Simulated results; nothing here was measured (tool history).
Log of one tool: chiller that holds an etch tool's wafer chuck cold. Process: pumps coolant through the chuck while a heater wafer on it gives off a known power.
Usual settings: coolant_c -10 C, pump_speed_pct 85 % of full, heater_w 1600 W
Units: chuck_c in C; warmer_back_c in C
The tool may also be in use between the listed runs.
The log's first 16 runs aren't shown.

Run 17, hour 460.9: usual settings but coolant_c -8 C, pump_speed_pct 90 % of full, heater_w 1860 W. Result: chuck_c 11.7 C, warmer_back_c 5.72 C.
Run 18, hour 489.9: usual settings but coolant_c -8 C, pump_speed_pct 90 % of full, heater_w 1860 W. Result: chuck_c 11.6 C, warmer_back_c 5.68 C.
Run 19, hour 509.4: usual settings but coolant_c -17 C, pump_speed_pct 90 % of full, heater_w 1633 W. Result: chuck_c 0.3 C, warmer_back_c 5.07 C.
Run 20, hour 546.4: usual settings but coolant_c -5 C, pump_speed_pct 80 % of full, heater_w 1960 W. Result: chuck_c 18.2 C, warmer_back_c 6.97 C.
Run 21, hour 583.4: usual settings but coolant_c -3 C, pump_speed_pct 68 % of full, heater_w 973 W. Result: chuck_c 10.2 C, warmer_back_c 4.12 C.
At hour 596.7: chiller's thermometer calibrated, once more.
Run 22, hour 605.8: usual settings but coolant_c -18 C, pump_speed_pct 92 % of full, heater_w 1157 W. Result: chuck_c -6 C, warmer_back_c 3.45 C.
Run 23, hour 635.5: usual settings but coolant_c -8 C, pump_speed_pct 93 % of full, heater_w 921 W. Result: chuck_c 1.5 C, warmer_back_c 2.78 C.
Run 24, hour 662.3: usual settings but coolant_c -19 C, pump_speed_pct 61 % of full, heater_w 921 W. Result: chuck_c -4.9 C, warmer_back_c 4.42 C.
Run 25, hour 680.3: usual settings but coolant_c -19 C, pump_speed_pct 61 % of full, heater_w 921 W. Result: chuck_c -4.8 C, warmer_back_c 4.38 C.
Run 26, hour 698.9: usual settings but coolant_c -19 C, pump_speed_pct 61 % of full, heater_w 921 W. Result: chuck_c -4.9 C, warmer_back_c 4.4 C.
Run 27, hour 727.4: usual settings but coolant_c -1 C, pump_speed_pct 81 % of full, heater_w 1074 W. Result: chuck_c 11.7 C, warmer_back_c 3.7 C.
Run 28, hour 742.9: usual settings but coolant_c -1 C, pump_speed_pct 81 % of full, heater_w 2349 W. Result: chuck_c 26.6 C, warmer_back_c 8.18 C.
Run 29, hour 767.9: usual settings but coolant_c -17 C. Result: chuck_c 1.1 C, warmer_back_c 5.33 C.
Run 30, hour 793: usual settings but coolant_c -16 C, pump_speed_pct 86 % of full. Result: chuck_c 2.1 C, warmer_back_c 5.26 C.
Run 31, hour 817.2: usual settings but coolant_c -16 C, pump_speed_pct 86 % of full. Result: chuck_c 1.9 C, warmer_back_c 5.21 C.
Run 32, hour 834.7: usual settings but coolant_c -15 C, pump_speed_pct 64 % of full, heater_w 1028 W. Result: chuck_c 0.2 C, warmer_back_c 4.71 C.

4 ways to go on from here, each from the tool as it stands after run 32. What would each give?
Run A, hour 867.6: usual settings but coolant_c -19 C, pump_speed_pct 64 % of full, heater_w 1308 W. Result: chuck_c ?, warmer_back_c ?.
Run B, hour 867.6: usual settings but pump_speed_pct 79 % of full, heater_w 1266 W. Result: chuck_c ?, warmer_back_c ?.
Run C, hour 867.6: usual settings but pump_speed_pct 76 % of full. Result: chuck_c ?, warmer_back_c ?.
Run D, hour 867.6: usual settings but coolant_c -14 C, pump_speed_pct 75 % of full, heater_w 1353 W. Result: chuck_c ?, warmer_back_c ?.

run  chuck_c  warmer_back_c
  A      0.3           5.93
  B      5.2           4.59
  C     10.2           6.01
  D      3.1           5.16
Without the tool's hidden state the same runs would have given:
run  chuck_c  warmer_back_c
  A     -0.4            5.8
  B      4.7           4.49
  C      9.4           5.87
  D      2.5           5.04

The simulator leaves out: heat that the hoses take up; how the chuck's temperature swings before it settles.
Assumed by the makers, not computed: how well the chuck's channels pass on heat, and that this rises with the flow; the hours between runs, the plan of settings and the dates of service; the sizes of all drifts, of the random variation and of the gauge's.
